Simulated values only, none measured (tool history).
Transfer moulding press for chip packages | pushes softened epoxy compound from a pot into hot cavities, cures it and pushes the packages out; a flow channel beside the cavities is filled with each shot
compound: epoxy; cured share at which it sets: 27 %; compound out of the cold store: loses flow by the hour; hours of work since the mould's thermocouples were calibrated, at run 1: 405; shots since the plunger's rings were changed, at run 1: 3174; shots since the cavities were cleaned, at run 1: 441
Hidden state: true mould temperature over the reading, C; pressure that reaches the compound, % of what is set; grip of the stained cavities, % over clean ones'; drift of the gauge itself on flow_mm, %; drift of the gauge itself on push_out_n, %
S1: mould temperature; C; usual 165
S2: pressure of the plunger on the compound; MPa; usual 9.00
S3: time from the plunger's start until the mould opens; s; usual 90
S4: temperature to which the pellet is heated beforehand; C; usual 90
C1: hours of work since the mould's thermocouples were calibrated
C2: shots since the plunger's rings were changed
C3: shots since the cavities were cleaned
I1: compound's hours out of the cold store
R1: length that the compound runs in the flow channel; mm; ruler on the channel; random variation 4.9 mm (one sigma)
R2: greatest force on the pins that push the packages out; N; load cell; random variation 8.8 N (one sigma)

Run 1, hour 0.0: usual settings; C1 405; C2 3174; C3 441; I1 23.8. Result: R1 633 mm, R2 586 N.
At hour 10.9: cavities cleaned with cleaning compound and waxed.
Run 2, hour 13.3: usual settings; C1 412; C2 3323; C3 30; I1 15.0. Result: R1 663 mm, R2 409 N.
Run 3, hour 25.1: usual settings; C1 419; C2 3473; C3 180; I1 37.7. Result: R1 614 mm, R2 454 N.
Run 4, hour 44.9: usual settings but S2 10.21 MPa; C1 431; C2 3723; C3 430; I1 34.4. Result: R1 657 mm, R2 543 N.
At hour 55.7: cavities cleaned with cleaning compound and waxed.
At hour 59.7: plunger's sealing rings changed.
Run 5, hour 65.6: usual settings; C1 440; C2 74; C3 93; I1 18.3. Result: R1 689 mm, R2 434 N.
Run 6, hour 86.9: usual settings; C1 453; C2 344; C3 363; I1 9.1. Result: R1 703 mm, R2 515 N.
At hour 105.0: mould's thermocouples calibrated.
At hour 106.5: cavities cleaned with cleaning compound and waxed.
Run 7, hour 114.2: usual settings; C1 5; C2 645; C3 97; I1 31.3. Result: R1 657 mm, R2 435 N.
Run 8, hour 136.0: usual settings; C1 17; C2 921; C3 373; I1 37.7. Result: R1 641 mm, R2 528 N.
At hour 152.3: cavities cleaned with cleaning compound and waxed.
At hour 158.6: mould's thermocouples calibrated, once more.
Run 9, hour 163.0: usual settings; C1 3; C2 1219; C3 111; I1 38.8. Result: R1 635 mm, R2 466 N.
Run 10, hour 183.0: usual settings; C1 14; C2 1472; C3 364; I1 30.5. Result: R1 648 mm, R2 540 N.
At hour 200.4: cavities cleaned with cleaning compound and waxed.
Run 11, hour 201.6: usual settings but S1 163 C; C1 24; C2 1688; C3 16; I1 35.6. Result: R1 647 mm, R2 447 N.
Run 12, hour 227.1: usual settings but S1 163 C; C1 39; C2 2010; C3 338; I1 43.6. Result: R1 620 mm, R2 623 N.
At hour 245.5: cavities cleaned with cleaning compound and waxed.
Run 13, hour 256.7: usual settings but S1 163 C; C1 56; C2 2365; C3 142; I1 44.1. Result: R1 625 mm, R2 514 N.
Run 14, hour 284.4: usual settings but S2 8.16 MPa; C1 72; C2 2716; C3 493; I1 15.9. Result: R1 632 mm, R2 627 N.
At hour 290.8: cavities cleaned with cleaning compound and waxed.
Run 15, hour 304.7: usual settings but S2 8.16 MPa; C1 83; C2 2954; C3 176; I1 13.3. Result: R1 631 mm, R2 483 N.
Run 16, hour 333.0: usual settings but S2 8.13 MPa, S3 96 s; C1 100; C2 3312; C3 534; I1 9.0. Result: R1 635 mm, R2 575 N.
At hour 336.3: cavities cleaned with cleaning compound and waxed.
Run 17, hour 346.8: usual settings but S2 8.13 MPa, S3 96 s; C1 107; C2 3467; C3 132; I1 14.8. Result: R1 619 mm, R2 416 N.
Run 18, hour 358.8: usual settings but S2 8.13 MPa, S3 96 s; C1 114; C2 3620; C3 285; I1 33.3. Result: R1 583 mm, R2 463 N.
At hour 379.5: plunger's sealing rings changed.
Run 19, hour 379.5: usual settings but S1 162 C, S2 7.81 MPa; C1 125; C2 0; C3 515; I1 40.2. Result: R1 618 mm, R2 700 N.
At hour 385.4: cavities cleaned with cleaning compound and waxed.
Run 20, hour 404.2: usual settings but S2 9.22 MPa, S3 93 s, S4 96 C; C1 138; C2 293; C3 238; I1 28.4. Result: R1 676 mm, R2 462 N.

The next listed run, before its measurement:
Run 21, hour 421.5: usual settings but S2 7.10 MPa, S3 94 s, S4 96 C; C1 149; C2 511; C3 456; I1 35.9. Result: R1 ?, R2 ?.

{"run 21": {"R1": 573, "R2": 509}}
Without the tool's hidden state the same run would have given R1 579 mm, R2 338 N.
